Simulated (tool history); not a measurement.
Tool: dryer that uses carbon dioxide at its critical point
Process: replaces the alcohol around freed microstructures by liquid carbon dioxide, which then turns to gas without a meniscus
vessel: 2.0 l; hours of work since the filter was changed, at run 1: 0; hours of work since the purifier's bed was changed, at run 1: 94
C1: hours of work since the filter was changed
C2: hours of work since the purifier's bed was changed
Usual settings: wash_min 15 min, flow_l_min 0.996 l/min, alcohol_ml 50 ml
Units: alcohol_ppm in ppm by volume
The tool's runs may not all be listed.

run 1 hour=0.0 | wash_min=15 flow_l_min=0.996 alcohol_ml=50 | C1=0 C2=94 | alcohol_ppm=133
run 2 hour=25.6 | wash_min=15 flow_l_min=0.996 alcohol_ml=50 | C1=15 C2=109 | alcohol_ppm=142
run 3 hour=71.9 | wash_min=15 flow_l_min=0.996 alcohol_ml=50 | C1=41 C2=136 | alcohol_ppm=146
run 4 hour=108.1 | wash_min=15 flow_l_min=0.996 alcohol_ml=50 | C1=62 C2=157 | alcohol_ppm=147
run 5 hour=169.1 | wash_min=15 flow_l_min=0.996 alcohol_ml=50 | C1=98 C2=192 | alcohol_ppm=149
run 6 hour=215.3 | wash_min=15 flow_l_min=0.996 alcohol_ml=50 | C1=124 C2=219 | alcohol_ppm=155
run 7 hour=272.6 | wash_min=15 flow_l_min=0.996 alcohol_ml=50 | C1=157 C2=252 | alcohol_ppm=154

Forecast run 8:
run 8 hour=309.3 | wash_min=15 flow_l_min=0.996 alcohol_ml=50 | C1=179 C2=273 | alcohol_ppm=?

Run 8 gave alcohol_ppm 164 ppm by volume.
Without the tool's hidden state the same run would have given alcohol_ppm 126 ppm by volume.

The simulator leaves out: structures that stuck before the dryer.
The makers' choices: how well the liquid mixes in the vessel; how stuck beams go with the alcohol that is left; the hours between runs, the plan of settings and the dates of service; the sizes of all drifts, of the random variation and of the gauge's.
